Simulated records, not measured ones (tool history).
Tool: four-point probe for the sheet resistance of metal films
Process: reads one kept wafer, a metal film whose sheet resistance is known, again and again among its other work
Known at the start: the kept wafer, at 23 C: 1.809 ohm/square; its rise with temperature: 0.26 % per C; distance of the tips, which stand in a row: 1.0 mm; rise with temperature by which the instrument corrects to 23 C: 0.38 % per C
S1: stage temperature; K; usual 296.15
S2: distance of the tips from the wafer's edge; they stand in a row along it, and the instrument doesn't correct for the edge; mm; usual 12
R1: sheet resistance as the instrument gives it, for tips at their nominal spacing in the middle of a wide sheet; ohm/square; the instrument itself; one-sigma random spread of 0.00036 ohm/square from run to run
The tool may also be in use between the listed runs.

run   hour      S1  S2        R1
  1      0  296.15  12  1.813269
  2     58  296.15  57  1.807602
  3   95.5  296.15  57  1.806571
  4  145.4  296.15  12  1.812648
  5  198.5  296.15  12  1.812587
       204  -- stage's thermometer calibrated
  6  253.6  296.15  12  1.813627
  7  323.8  295.15   6  1.835518
  8  355.6  295.15   6  1.835095
  9  421.1  306.15   4  1.842981
 10  485.5  306.15   4  1.842895
     500.4  -- stage's thermometer calibrated, once more
 11    531  306.15   4  1.840272

Consider 4 possible next runs. They are alternatives, not a sequence: every one starts from the tool as it was left by run 11. What does each give?
  A  571.1  297.15   5   ?
  B  571.1  304.15   4   ?
  C  571.1  297.15   9   ?
  D  571.1  297.15  53   ?

run        R1
  A  1.839188
  B   1.84393
  C  1.812974
  D  1.801259
The same runs, with their run-to-run variation unchanged, on a tool lacking any hidden condition would have given:
run        R1
  A  1.845025
  B  1.849776
  C  1.818735
  D  1.806984

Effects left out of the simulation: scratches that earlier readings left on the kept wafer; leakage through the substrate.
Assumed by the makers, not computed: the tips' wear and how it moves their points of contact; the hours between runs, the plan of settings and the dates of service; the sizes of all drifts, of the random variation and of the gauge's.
